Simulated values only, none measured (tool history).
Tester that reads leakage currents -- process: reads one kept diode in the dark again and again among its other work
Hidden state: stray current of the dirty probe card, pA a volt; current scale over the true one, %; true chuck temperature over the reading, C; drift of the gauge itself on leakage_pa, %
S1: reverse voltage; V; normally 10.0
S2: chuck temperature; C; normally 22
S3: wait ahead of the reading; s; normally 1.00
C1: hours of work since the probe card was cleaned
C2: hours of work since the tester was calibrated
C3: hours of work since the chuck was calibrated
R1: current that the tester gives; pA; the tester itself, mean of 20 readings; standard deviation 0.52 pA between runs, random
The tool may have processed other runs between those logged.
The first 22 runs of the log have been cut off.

run   hour    S1  S2    S3    C1    C2   C3       R1
 23  673.2  10.0  50  1.00   983  1097  278  1723.55
 24  713.1  15.0  46  2.40  1008  1121  303  1494.66
 25  748.1   1.2  50  8.72  1029  1143  324   719.48
 26  770.7   1.4  42  1.00  1043  1157  338   414.35
 27  806.7   6.5  42  1.00  1065  1179  360   778.51
 28  838.0   9.8  42  1.00  1084  1198  379   923.43
 29  877.1  10.0  45  4.40  1108  1222  403  1174.81
 30  910.9  10.0  44  4.40  1129  1243  424  1078.87
 31  950.6  10.0  24  0.61  1154  1267  448   207.72
 32  995.4  11.1  49  3.39  1181  1295  476  1663.30

Here are 3 independent what-if runs from the current tool condition. What would each one return?
  A  1017.4   9.2  44  6.85  1195  1308  489   ?
  B  1017.4   2.1  32  1.00  1195  1308  489   ?
  C  1017.4  10.0  22  2.29  1195  1308  489   ?

run       R1
  A  1050.87
  B   214.47
  C   170.14
With the hidden condition removed and each run's random variation left untouched, the same runs would have given:
run       R1
  A  1051.49
  B   214.61
  C   170.23
